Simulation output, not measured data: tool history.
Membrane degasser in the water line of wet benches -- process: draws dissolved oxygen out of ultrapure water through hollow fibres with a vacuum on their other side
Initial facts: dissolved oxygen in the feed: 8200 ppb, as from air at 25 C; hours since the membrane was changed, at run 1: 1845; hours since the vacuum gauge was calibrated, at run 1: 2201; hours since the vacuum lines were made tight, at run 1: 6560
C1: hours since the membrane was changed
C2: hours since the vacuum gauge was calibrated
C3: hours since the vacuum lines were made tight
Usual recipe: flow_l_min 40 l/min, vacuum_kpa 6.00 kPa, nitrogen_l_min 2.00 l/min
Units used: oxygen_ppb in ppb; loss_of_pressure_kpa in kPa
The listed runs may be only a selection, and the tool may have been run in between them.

run 1 day=0.000 | flow_l_min=40 vacuum_kpa=6.00 nitrogen_l_min=2.00 | C1=1845 C2=2201 C3=6560 | oxygen_ppb=137.2 loss_of_pressure_kpa=61.93
run 2 day=1.892 | flow_l_min=40 vacuum_kpa=6.00 nitrogen_l_min=2.00 | C1=1890 C2=2246 C3=6606 | oxygen_ppb=137.5 loss_of_pressure_kpa=62.45
run 3 day=3.562 | flow_l_min=40 vacuum_kpa=6.00 nitrogen_l_min=2.00 | C1=1930 C2=2286 C3=6646 | oxygen_ppb=137.6 loss_of_pressure_kpa=62.39
run 4 day=5.162 | flow_l_min=40 vacuum_kpa=6.00 nitrogen_l_min=2.00 | C1=1969 C2=2325 C3=6684 | oxygen_ppb=139.9 loss_of_pressure_kpa=62.22
run 5 day=7.592 | flow_l_min=40 vacuum_kpa=6.00 nitrogen_l_min=2.00 | C1=2027 C2=2383 C3=6742 | oxygen_ppb=140.1 loss_of_pressure_kpa=62.04
run 6 day=10.104 | flow_l_min=40 vacuum_kpa=6.00 nitrogen_l_min=2.00 | C1=2087 C2=2443 C3=6803 | oxygen_ppb=137.7 loss_of_pressure_kpa=62.05
run 7 day=11.750 | flow_l_min=55 vacuum_kpa=6.00 nitrogen_l_min=2.00 | C1=2127 C2=2483 C3=6842 | oxygen_ppb=207.5 loss_of_pressure_kpa=85.71
run 8 day=13.479 | flow_l_min=45 vacuum_kpa=6.00 nitrogen_l_min=2.00 | C1=2168 C2=2524 C3=6884 | oxygen_ppb=156.7 loss_of_pressure_kpa=70.28
run 9 day=15.196 | flow_l_min=45 vacuum_kpa=6.00 nitrogen_l_min=2.00 | C1=2210 C2=2565 C3=6925 | oxygen_ppb=160.6 loss_of_pressure_kpa=70.10
run 10 day=16.971 | flow_l_min=40 vacuum_kpa=8.59 nitrogen_l_min=2.00 | C1=2252 C2=2608 C3=6968 | oxygen_ppb=250.6 loss_of_pressure_kpa=62.82
run 11 day=18.062 | flow_l_min=40 vacuum_kpa=8.59 nitrogen_l_min=2.00 | C1=2278 C2=2634 C3=6994 | oxygen_ppb=245.0 loss_of_pressure_kpa=62.65
run 12 day=19.479 | flow_l_min=40 vacuum_kpa=8.59 nitrogen_l_min=2.00 | C1=2312 C2=2668 C3=7028 | oxygen_ppb=249.0 loss_of_pressure_kpa=62.40
run 13 day=21.988 | flow_l_min=40 vacuum_kpa=8.59 nitrogen_l_min=0.82 | C1=2373 C2=2728 C3=7088 | oxygen_ppb=502.3 loss_of_pressure_kpa=62.90
run 14 day=24.312 | flow_l_min=40 vacuum_kpa=6.00 nitrogen_l_min=2.08 | C1=2428 C2=2784 C3=7144 | oxygen_ppb=134.3 loss_of_pressure_kpa=62.81
run 15 day=26.821 | flow_l_min=40 vacuum_kpa=6.00 nitrogen_l_min=2.00 | C1=2489 C2=2844 C3=7204 | oxygen_ppb=140.2 loss_of_pressure_kpa=63.10
run 16 day=28.529 | flow_l_min=40 vacuum_kpa=6.00 nitrogen_l_min=2.00 | C1=2530 C2=2885 C3=7245 | oxygen_ppb=139.0 loss_of_pressure_kpa=63.13
run 17 day=29.938 | flow_l_min=40 vacuum_kpa=6.00 nitrogen_l_min=2.00 | C1=2563 C2=2919 C3=7279 | oxygen_ppb=138.9 loss_of_pressure_kpa=63.02
run 18 day=30.983 | flow_l_min=40 vacuum_kpa=5.51 nitrogen_l_min=4.13 | C1=2589 C2=2944 C3=7304 | oxygen_ppb=68.7 loss_of_pressure_kpa=63.33
run 19 day=32.612 | flow_l_min=39 vacuum_kpa=8.13 nitrogen_l_min=5.13 | C1=2628 C2=2983 C3=7343 | oxygen_ppb=100.8 loss_of_pressure_kpa=61.53
run 20 day=34.258 | flow_l_min=39 vacuum_kpa=8.13 nitrogen_l_min=5.13 | C1=2667 C2=3023 C3=7382 | oxygen_ppb=102.1 loss_of_pressure_kpa=61.20
run 21 day=36.433 | flow_l_min=32 vacuum_kpa=9.46 nitrogen_l_min=0.93 | C1=2719 C2=3075 C3=7435 | oxygen_ppb=433.3 loss_of_pressure_kpa=50.91
run 22 day=37.450 | flow_l_min=31 vacuum_kpa=6.06 nitrogen_l_min=2.26 | C1=2744 C2=3100 C3=7459 | oxygen_ppb=97.0 loss_of_pressure_kpa=49.20
run 23 day=39.288 | flow_l_min=56 vacuum_kpa=4.26 nitrogen_l_min=2.00 | C1=2788 C2=3144 C3=7503 | oxygen_ppb=110.0 loss_of_pressure_kpa=87.74
run 24 day=41.092 | flow_l_min=34 vacuum_kpa=4.26 nitrogen_l_min=0.93 | C1=2831 C2=3187 C3=7546 | oxygen_ppb=86.2 loss_of_pressure_kpa=53.69
run 25 day=43.017 | flow_l_min=38 vacuum_kpa=7.51 nitrogen_l_min=1.00 | C1=2877 C2=3233 C3=7593 | oxygen_ppb=335.5 loss_of_pressure_kpa=59.78
run 26 day=44.467 | flow_l_min=38 vacuum_kpa=7.51 nitrogen_l_min=1.00 | C1=2912 C2=3268 C3=7627 | oxygen_ppb=329.0 loss_of_pressure_kpa=60.41
run 27 day=46.279 | flow_l_min=43 vacuum_kpa=4.09 nitrogen_l_min=1.00 | C1=2956 C2=3311 C3=7671 | oxygen_ppb=95.8 loss_of_pressure_kpa=68.03
run 28 day=47.588 | flow_l_min=49 vacuum_kpa=9.55 nitrogen_l_min=1.18 | C1=2987 C2=3343 C3=7702 | oxygen_ppb=530.2 loss_of_pressure_kpa=77.89
run 29 day=48.917 | flow_l_min=49 vacuum_kpa=9.55 nitrogen_l_min=1.18 | C1=3019 C2=3375 C3=7734 | oxygen_ppb=532.7 loss_of_pressure_kpa=77.55
run 30 day=50.400 | flow_l_min=49 vacuum_kpa=9.55 nitrogen_l_min=1.18 | C1=3055 C2=3410 C3=7770 | oxygen_ppb=535.6 loss_of_pressure_kpa=77.83
run 31 day=52.125 | flow_l_min=44 vacuum_kpa=7.30 nitrogen_l_min=3.96 | C1=3096 C2=3452 C3=7811 | oxygen_ppb=129.1 loss_of_pressure_kpa=69.83

Consider 5 possible next runs. They are alternatives, not a sequence: every one starts from the tool as it was left by run 31. What does each give?
run A day=53.317 | flow_l_min=47 vacuum_kpa=11.19 nitrogen_l_min=3.96 | C1=3125 C2=3480 C3=7840 | oxygen_ppb=? loss_of_pressure_kpa=?
run B day=53.317 | flow_l_min=53 vacuum_kpa=7.30 nitrogen_l_min=3.96 | C1=3125 C2=3480 C3=7840 | oxygen_ppb=? loss_of_pressure_kpa=?
run C day=53.317 | flow_l_min=27 vacuum_kpa=4.89 nitrogen_l_min=1.61 | C1=3125 C2=3480 C3=7840 | oxygen_ppb=? loss_of_pressure_kpa=?
run D day=53.317 | flow_l_min=50 vacuum_kpa=6.00 nitrogen_l_min=2.00 | C1=3125 C2=3480 C3=7840 | oxygen_ppb=? loss_of_pressure_kpa=?
run E day=53.317 | flow_l_min=40 vacuum_kpa=6.00 nitrogen_l_min=4.70 | C1=3125 C2=3480 C3=7840 | oxygen_ppb=? loss_of_pressure_kpa=?

run=A oxygen_ppb=240.8 loss_of_pressure_kpa=74.86
run=B oxygen_ppb=166.4 loss_of_pressure_kpa=84.30
run=C oxygen_ppb=66.2 loss_of_pressure_kpa=42.96
run=D oxygen_ppb=181.1 loss_of_pressure_kpa=79.45
run=E oxygen_ppb=73.7 loss_of_pressure_kpa=63.72
Without the tool's unlogged condition, the same runs would have read:
run=A oxygen_ppb=240.7 loss_of_pressure_kpa=73.16
run=B oxygen_ppb=166.3 loss_of_pressure_kpa=82.38
run=C oxygen_ppb=66.1 loss_of_pressure_kpa=41.98
run=D oxygen_ppb=180.9 loss_of_pressure_kpa=77.64
run=E oxygen_ppb=73.6 loss_of_pressure_kpa=62.28
